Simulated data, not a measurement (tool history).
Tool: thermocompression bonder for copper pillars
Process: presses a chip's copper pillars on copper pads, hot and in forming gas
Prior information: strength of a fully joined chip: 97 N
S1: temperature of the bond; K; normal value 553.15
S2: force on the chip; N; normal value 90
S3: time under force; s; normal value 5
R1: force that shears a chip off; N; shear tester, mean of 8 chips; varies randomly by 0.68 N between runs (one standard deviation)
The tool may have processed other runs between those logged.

Run 1, hour 0.0: usual settings. Result: R1 61.1 N.
Run 2, hour 81.2: usual settings. Result: R1 58.9 N.
Run 3, hour 155.0: usual settings. Result: R1 59.0 N.
Run 4, hour 215.6: usual settings. Result: R1 57.1 N.
Run 5, hour 274.6: usual settings but S1 556.15 K. Result: R1 58.7 N.
Run 6, hour 367.6: usual settings. Result: R1 54.7 N.
At hour 384.8: forming gas filter changed.
At hour 418.3: heater calibrated with a thermocouple chip.
Run 7, hour 421.2: usual settings but S3 12 s. Result: R1 76.1 N.
Run 8, hour 501.1: usual settings but S3 12 s. Result: R1 76.4 N.
Run 9, hour 585.8: usual settings but S3 12 s. Result: R1 76.0 N.
Run 10, hour 647.2: usual settings but S3 12 s. Result: R1 73.8 N.
Run 11, hour 726.3: usual settings but S3 12 s. Result: R1 72.0 N.
Run 12, hour 787.3: usual settings but S3 12 s. Result: R1 69.5 N.
At hour 796.6: forming gas filter changed.
Run 13, hour 847.3: usual settings but S3 12 s. Result: R1 77.4 N.
Run 14, hour 905.0: usual settings but S3 12 s. Result: R1 76.6 N.
Run 15, hour 989.6: usual settings. Result: R1 60.8 N.
At hour 1015.0: force cell calibrated.
Run 16, hour 1045.8: usual settings. Result: R1 57.7 N.
Run 17, hour 1125.7: usual settings. Result: R1 55.3 N.
Run 18, hour 1192.1: usual settings. Result: R1 54.7 N.
At hour 1213.5: forming gas filter changed.
Run 19, hour 1290.1: usual settings but S1 525.15 K. Result: R1 41.9 N.
Run 20, hour 1355.6: usual settings but S1 525.15 K. Result: R1 41.4 N.
Run 21, hour 1435.0: usual settings but S1 525.15 K. Result: R1 40.7 N.
Run 22, hour 1497.7: usual settings but S1 574.15 K, S2 77 N. Result: R1 59.3 N.
Run 23, hour 1547.7: usual settings but S1 565.15 K, S2 124 N. Result: R1 75.9 N.
At hour 1628.5: forming gas filter changed.
Run 24, hour 1639.2: usual settings but S1 547.15 K, S3 6 s. Result: R1 59.8 N.
Run 25, hour 1737.9: usual settings but S1 537.15 K. Result: R1 49.5 N.
Run 26, hour 1795.8: usual settings but S1 533.15 K, S2 59 N. Result: R1 28.1 N.
Run 27, hour 1870.8: usual settings but S1 565.15 K, S3 15 s. Result: R1 80.1 N.
Run 28, hour 1931.9: usual settings but S1 566.15 K, S2 110 N, S3 4 s. Result: R1 69.3 N.
Run 29, hour 2001.8: usual settings but S2 55 N, S3 4 s. Result: R1 29.4 N.
At hour 2038.6: forming gas filter changed.
Run 30, hour 2062.8: usual settings but S1 555.15 K, S2 130 N, S3 4 s. Result: R1 76.4 N.
Run 31, hour 2105.0: usual settings but S1 568.15 K, S2 75 N. Result: R1 56.4 N.
Run 32, hour 2152.1: usual settings but S1 568.15 K, S2 75 N. Result: R1 57.6 N.
Run 33, hour 2211.3: usual settings but S2 108 N, S3 7 s. Result: R1 71.6 N.
Run 34, hour 2287.0: usual settings but S2 69 N, S3 3 s. Result: R1 35.1 N.
Run 35, hour 2383.2: usual settings but S2 69 N, S3 3 s. Result: R1 36.3 N.
At hour 2454.0: forming gas filter changed.
Run 36, hour 2454.2: usual settings but S2 69 N, S3 3 s. Result: R1 38.3 N.
Run 37, hour 2524.3: usual settings but S1 539.15 K, S2 104 N, S3 3 s. Result: R1 48.8 N.
At hour 2579.0: heater calibrated with a thermocouple chip.
Run 38, hour 2625.4: usual settings but S1 570.15 K, S2 104 N, S3 10 s. Result: R1 85.0 N.
Run 39, hour 2682.0: usual settings but S1 570.15 K, S2 104 N, S3 10 s. Result: R1 84.0 N.

Alternative continuations, all from the tool just after run 39; predict every row:
Run A, hour 2748.0: usual settings but S3 12 s. Result: R1 ?.
Run B, hour 2748.0: usual settings but S2 71 N, S3 3 s. Result: R1 ?.
Run C, hour 2748.0: usual settings but S1 527.15 K, S3 3 s. Result: R1 ?.
Run D, hour 2748.0: usual settings but S2 64 N. Result: R1 ?.

run    R1
  A  73.7
  B  40.3
  C  37.4
  D  43.5
Without the tool's hidden state the same runs would have given:
run    R1
  A  76.9
  B  40.8
  C  37.9
  D  44.2
